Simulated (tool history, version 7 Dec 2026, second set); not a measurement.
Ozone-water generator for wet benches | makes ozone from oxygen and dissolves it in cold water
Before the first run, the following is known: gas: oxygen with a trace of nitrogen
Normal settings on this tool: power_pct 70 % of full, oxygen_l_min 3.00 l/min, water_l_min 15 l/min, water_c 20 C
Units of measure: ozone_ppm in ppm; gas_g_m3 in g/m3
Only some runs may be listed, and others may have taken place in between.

run 1 hour=0.0 | power_pct=70 oxygen_l_min=3.00 water_l_min=15 water_c=20 | ozone_ppm=19.0 gas_g_m3=190.4
run 2 hour=69.5 | power_pct=70 oxygen_l_min=3.00 water_l_min=15 water_c=20 | ozone_ppm=19.2 gas_g_m3=189.8
run 3 hour=140.1 | power_pct=70 oxygen_l_min=3.13 water_l_min=15 water_c=20 | ozone_ppm=19.1 gas_g_m3=186.9
run 4 hour=243.1 | power_pct=70 oxygen_l_min=3.13 water_l_min=15 water_c=20 | ozone_ppm=19.3 gas_g_m3=186.3
run 5 hour=324.4 | power_pct=70 oxygen_l_min=3.13 water_l_min=15 water_c=20 | ozone_ppm=19.6 gas_g_m3=184.8
run 6 hour=390.1 | power_pct=70 oxygen_l_min=3.13 water_l_min=15 water_c=20 | ozone_ppm=19.2 gas_g_m3=187.0
run 7 hour=452.0 | power_pct=70 oxygen_l_min=2.18 water_l_min=15 water_c=20 | ozone_ppm=17.7 gas_g_m3=212.6
run 8 hour=525.7 | power_pct=70 oxygen_l_min=2.18 water_l_min=15 water_c=20 | ozone_ppm=17.7 gas_g_m3=212.5
run 9 hour=627.6 | power_pct=70 oxygen_l_min=2.76 water_l_min=15 water_c=20 | ozone_ppm=18.9 gas_g_m3=193.8
run 10 hour=716.5 | power_pct=58 oxygen_l_min=2.76 water_l_min=22 water_c=15 | ozone_ppm=12.0 gas_g_m3=167.4
run 11 hour=799.6 | power_pct=58 oxygen_l_min=2.76 water_l_min=22 water_c=15 | ozone_ppm=12.0 gas_g_m3=167.4
run 12 hour=877.4 | power_pct=48 oxygen_l_min=2.47 water_l_min=22 water_c=18 | ozone_ppm=9.6 gas_g_m3=151.9
run 13 hour=947.9 | power_pct=70 oxygen_l_min=5.03 water_l_min=15 water_c=14 | ozone_ppm=22.8 gas_g_m3=154.1
run 14 hour=1045.9 | power_pct=66 oxygen_l_min=1.94 water_l_min=16 water_c=23 | ozone_ppm=14.9 gas_g_m3=209.9
run 15 hour=1145.9 | power_pct=57 oxygen_l_min=5.10 water_l_min=15 water_c=22 | ozone_ppm=17.2 gas_g_m3=130.0
-- hour=1171.4 gauge calibrated
run 16 hour=1205.8 | power_pct=57 oxygen_l_min=3.51 water_l_min=12 water_c=22 | ozone_ppm=19.5 gas_g_m3=156.6
run 17 hour=1254.4 | power_pct=70 oxygen_l_min=2.50 water_l_min=15 water_c=15 | ozone_ppm=19.2 gas_g_m3=203.2
run 18 hour=1335.0 | power_pct=58 oxygen_l_min=4.90 water_l_min=13 water_c=16 | ozone_ppm=21.4 gas_g_m3=137.8

Here are 4 independent what-if runs from the current tool condition. What would each one return?
run A hour=1379.0 | power_pct=58 oxygen_l_min=4.90 water_l_min=10 water_c=13 | ozone_ppm=? gas_g_m3=?
run B hour=1379.0 | power_pct=58 oxygen_l_min=3.27 water_l_min=13 water_c=16 | ozone_ppm=? gas_g_m3=?
run C hour=1379.0 | power_pct=58 oxygen_l_min=2.21 water_l_min=13 water_c=16 | ozone_ppm=? gas_g_m3=?
run D hour=1379.0 | power_pct=42 oxygen_l_min=4.90 water_l_min=13 water_c=16 | ozone_ppm=? gas_g_m3=?

run=A ozone_ppm=26.5 gas_g_m3=137.3
run=B ozone_ppm=20.0 gas_g_m3=161.2
run=C ozone_ppm=17.9 gas_g_m3=187.0
run=D ozone_ppm=16.9 gas_g_m3=107.9
Had the tool no hidden state, the same runs would have come out as:
run=A ozone_ppm=26.6 gas_g_m3=138.1
run=B ozone_ppm=20.0 gas_g_m3=162.1
run=C ozone_ppm=17.9 gas_g_m3=188.0
run=D ozone_ppm=16.9 gas_g_m3=108.5

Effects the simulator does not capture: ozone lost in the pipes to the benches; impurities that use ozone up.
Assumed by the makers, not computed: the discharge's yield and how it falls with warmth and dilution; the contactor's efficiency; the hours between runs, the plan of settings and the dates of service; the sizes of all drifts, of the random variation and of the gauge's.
